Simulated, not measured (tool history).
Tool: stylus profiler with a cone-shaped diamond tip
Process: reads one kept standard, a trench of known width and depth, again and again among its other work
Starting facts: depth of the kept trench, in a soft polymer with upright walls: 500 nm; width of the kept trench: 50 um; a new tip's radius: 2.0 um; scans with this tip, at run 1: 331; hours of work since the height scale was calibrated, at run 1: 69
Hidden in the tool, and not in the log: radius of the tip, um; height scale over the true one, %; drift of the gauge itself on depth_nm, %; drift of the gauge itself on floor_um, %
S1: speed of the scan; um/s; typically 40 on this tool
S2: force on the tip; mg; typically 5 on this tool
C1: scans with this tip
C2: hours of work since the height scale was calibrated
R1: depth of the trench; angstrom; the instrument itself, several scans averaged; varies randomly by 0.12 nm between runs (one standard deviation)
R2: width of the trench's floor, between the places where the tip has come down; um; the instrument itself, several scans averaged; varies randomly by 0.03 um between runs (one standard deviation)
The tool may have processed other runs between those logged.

Run 1, hour 0: usual settings; C1 331; C2 69. Result: R1 5074.6 angstrom, R2 47.25 um.
Run 2, hour 14.6: usual settings; C1 368; C2 77. Result: R1 5074 angstrom, R2 47.32 um.
Run 3, hour 34.8: usual settings; C1 418; C2 87. Result: R1 5070.6 angstrom, R2 47.29 um.
Run 4, hour 46.8: usual settings; C1 448; C2 94. Result: R1 5073 angstrom, R2 47.25 um.
Run 5, hour 57.1: usual settings but S1 62 um/s; C1 474; C2 99. Result: R1 5074.8 angstrom, R2 47.19 um.
Run 6, hour 80.5: usual settings but S1 14 um/s, S2 2.77 mg; C1 532; C2 111. Result: R1 5047.6 angstrom, R2 47.27 um.
Run 7, hour 95.2: usual settings but S1 73 um/s, S2 6.92 mg; C1 569; C2 119. Result: R1 5091.9 angstrom, R2 47.16 um.
Run 8, hour 116.8: usual settings but S1 119 um/s, S2 1.7 mg; C1 623; C2 130. Result: R1 5037.7 angstrom, R2 46.87 um.
Run 9, hour 137: usual settings but S1 16 um/s; C1 673; C2 141. Result: R1 5071.7 angstrom, R2 47.32 um.
Run 10, hour 146.8: usual settings but S1 16 um/s; C1 698; C2 146. Result: R1 5072.2 angstrom, R2 47.36 um.

Alternative continuations, all from the tool just after run 10; predict every row:
Run A, hour 158.2: usual settings but S1 13 um/s; C1 726; C2 152. Result: R1 ?, R2 ?.
Run B, hour 158.2: usual settings but S1 91 um/s, S2 9.12 mg; C1 726; C2 152. Result: R1 ?, R2 ?.
Run C, hour 158.2: usual settings but S1 32 um/s, S2 13.72 mg; C1 726; C2 152. Result: R1 ?, R2 ?.
Run D, hour 158.2: usual settings but S1 111 um/s; C1 726; C2 152. Result: R1 ?, R2 ?.

run      R1     R2
  A  5075.6  47.34
  B  5109.2   47.2
  C  5144.2   47.3
  D  5073.4  47.14
With no hidden state in the tool, these same runs would have given:
run      R1     R2
  A  5075.6  47.34
  B  5109.2   47.2
  C  5144.2   47.3
  D  5073.4  47.14
